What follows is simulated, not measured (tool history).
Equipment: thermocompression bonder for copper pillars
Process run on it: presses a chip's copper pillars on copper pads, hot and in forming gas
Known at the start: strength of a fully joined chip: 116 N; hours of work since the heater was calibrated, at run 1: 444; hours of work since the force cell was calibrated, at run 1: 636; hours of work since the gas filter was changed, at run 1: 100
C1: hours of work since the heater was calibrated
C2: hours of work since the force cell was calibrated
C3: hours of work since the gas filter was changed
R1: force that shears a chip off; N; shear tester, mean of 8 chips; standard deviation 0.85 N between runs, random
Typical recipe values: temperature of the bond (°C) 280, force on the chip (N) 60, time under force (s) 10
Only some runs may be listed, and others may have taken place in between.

Run 1, hour 0: usual settings; C1 444; C2 636; C3 100. Result: R1 67.3 N.
Run 2, hour 42.9: usual settings; C1 470; C2 662; C3 126. Result: R1 66.7 N.
Run 3, hour 80.5: usual settings but force on the chip (N) 70; C1 492; C2 685; C3 149. Result: R1 73.7 N.
Run 4, hour 118.4: usual settings but time under force (s) 12; C1 515; C2 708; C3 172. Result: R1 69.8 N.
Run 5, hour 167.3: usual settings but time under force (s) 12; C1 545; C2 737; C3 202. Result: R1 68.2 N.
At hour 206.8: forming gas filter changed.
Run 6, hour 234.7: usual settings but time under force (s) 12; C1 586; C2 778; C3 17. Result: R1 73.4 N.
Run 7, hour 300.7: usual settings but force on the chip (N) 72, time under force (s) 12; C1 626; C2 818; C3 57. Result: R1 79.2 N.
Run 8, hour 367.2: usual settings; C1 666; C2 858; C3 97. Result: R1 66.6 N.
Run 9, hour 428.3: usual settings; C1 703; C2 895; C3 134. Result: R1 65.7 N.
Run 10, hour 493.5: usual settings; C1 742; C2 935; C3 174. Result: R1 63.9 N.
Run 11, hour 528.5: usual settings but temperature of the bond (°C) 303; C1 764; C2 956; C3 195. Result: R1 74.1 N.
At hour 578.7: forming gas filter changed.
Run 12, hour 584.5: usual settings but temperature of the bond (°C) 283; C1 797; C2 990; C3 3. Result: R1 71.2 N.
Run 13, hour 618.2: usual settings but temperature of the bond (°C) 303; C1 818; C2 1010; C3 24. Result: R1 80.5 N.
Run 14, hour 660: usual settings; C1 843; C2 1035; C3 49. Result: R1 67.3 N.
Run 15, hour 731.1: usual settings; C1 886; C2 1078; C3 92. Result: R1 66.3 N.
Run 16, hour 784.7: usual settings but temperature of the bond (°C) 276; C1 918; C2 1111; C3 125. Result: R1 64.1 N.
At hour 827.4: force cell calibrated.
Run 17, hour 830.8: usual settings but temperature of the bond (°C) 276; C1 945; C2 2; C3 152. Result: R1 59 N.
Run 18, hour 865.9: usual settings but temperature of the bond (°C) 276; C1 967; C2 23; C3 173. Result: R1 58.7 N.
Run 19, hour 939.2: usual settings but temperature of the bond (°C) 276; C1 1011; C2 68; C3 217. Result: R1 57.8 N.
At hour 949.9: forming gas filter changed.
Run 20, hour 984.5: usual settings but time under force (s) 5; C1 1038; C2 95; C3 21. Result: R1 52.8 N.

Run 21, settings as shown, results not yet in. Your forecast:
Run 21, hour 1020: usual settings but time under force (s) 5; C1 1060; C2 116; C3 42. Result: R1 ?.

{"run 21": {"R1": 50.7}}
With no hidden state in the tool, this same run would have given R1 54 N.

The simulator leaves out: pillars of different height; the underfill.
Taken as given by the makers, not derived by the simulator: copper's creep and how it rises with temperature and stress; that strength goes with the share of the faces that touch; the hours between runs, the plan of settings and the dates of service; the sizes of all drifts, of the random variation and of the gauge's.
